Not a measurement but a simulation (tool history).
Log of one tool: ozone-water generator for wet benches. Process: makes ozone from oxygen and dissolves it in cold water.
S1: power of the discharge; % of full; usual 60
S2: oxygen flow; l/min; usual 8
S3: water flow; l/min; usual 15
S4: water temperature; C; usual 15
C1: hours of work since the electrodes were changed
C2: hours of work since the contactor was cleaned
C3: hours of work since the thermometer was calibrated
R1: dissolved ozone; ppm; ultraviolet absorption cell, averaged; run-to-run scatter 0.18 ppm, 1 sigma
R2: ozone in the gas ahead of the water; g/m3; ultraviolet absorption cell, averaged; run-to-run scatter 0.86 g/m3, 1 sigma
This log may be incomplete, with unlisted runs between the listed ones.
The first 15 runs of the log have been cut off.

run,day,S1,S2,S3,S4,C1,C2,C3,R1,R2
16,69.621,60,8,18,15,4972,1962,389,19.9,124.1
17,73.938,82,8,15,15,5052,2043,469,26.2,151.8
18,78.104,60,4.1,15,21,5130,2120,547,22.6,194.1
19,80.796,86,12.58,11,12,5180,2170,597,28.7,116.6
20,84.05,86,12.58,11,8,5241,2231,657,31.5,117
21,87.925,86,12.58,11,8,5313,2303,730,31.1,116.6
22,94.238,86,12.58,11,8,5430,2421,847,31.1,115.1
23,100.083,86,12.58,11,8,5539,2530,956,30.7,115.8
24,104.479,60,7.65,15,18,5621,2612,1038,20.5,127
25,110.492,60,7.65,15,18,5733,2724,1150,20.2,126.1
26,114.888,60,8,15,14,5815,2805,1232,21.7,122.5
27,119.254,73,12.05,17,21,5896,2887,1313,17.5,105.4
28,123.521,69,8,13,21,5976,2966,1392,21.7,133.2
29,126.221,89,8,13,21,6026,3017,1443,25.8,155.9
30,129.246,86,6.27,9,10,6082,3073,1499,40.1,180.2
31,135.738,60,10.32,15,15,6203,3194,1620,19.1,100.4
32,139.142,60,4.53,21,15,6267,3257,1683,18.2,176.7

Below are 4 alternative next runs, each starting from the tool's condition after run 32. Predict each:
A,142.5,68,9.01,15,7,6329,3320,1746,?,?
B,142.5,46,8,15,15,6329,3320,1746,?,?
C,142.5,80,8,19,15,6329,3320,1746,?,?
D,142.5,96,6.35,15,15,6329,3320,1746,?,?

run,R1,R2
A,25.2,120.7
B,17.7,101.8
C,21.7,145.9
D,29.7,190.6
Had the tool no hidden state, the same runs would have come out as:
run,R1,R2
A,30.2,141.3
B,20.3,114.1
C,26.5,173.4
D,36.8,231.3
